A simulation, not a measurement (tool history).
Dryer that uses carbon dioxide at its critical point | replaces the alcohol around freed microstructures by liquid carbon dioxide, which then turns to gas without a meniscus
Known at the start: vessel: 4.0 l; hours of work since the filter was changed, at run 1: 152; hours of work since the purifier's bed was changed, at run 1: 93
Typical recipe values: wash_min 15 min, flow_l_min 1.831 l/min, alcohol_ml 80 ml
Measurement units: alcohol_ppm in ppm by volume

run  hour  wash_min  flow_l_min  alcohol_ml  hours of work since the filter was changed  hours of work since the purifier's bed was changed  alcohol_ppm
  1     0        15       1.831          80                                         152                                                  93           89
  2     5        15       1.831          80                                         154                                                  96           88
  3   9.9        15       1.831          80                                         157                                                  98           92
  4  13.8        15        2.99          80                                         159                                                 100           12
  5  18.9        15        2.99          80                                         162                                                 103           11
  6  25.3        15        2.99          80                                         165                                                 106           11
  7  29.1        15        1.25          80                                         167                                                 108          471
  8  35.7        18        1.27          80                                         171                                                 112          220
  9    40        15       1.831          63                                         173                                                 114           66
 10    44        15       1.831          63                                         175                                                 116           79
 11  52.1        10       1.831          23                                         180                                                 121          153

For each run, the measured value with the value that run would have given without the tool's hidden condition subtracted. The run-to-run variation is shared by both, the gauge scatter possibly not:
Hidden state present: flow that reaches the vessel past the clogged filter, %; alcohol in the recycled carbon dioxide, ppm; drift of the gauge itself on alcohol_ppm, %.
run  alcohol_ppm
  1          +36
  2          +37
  3          +37
  4          +11
  5          +10
  6          +11
  7         +137
  8          +78
  9          +36
 10          +37
 11          +55
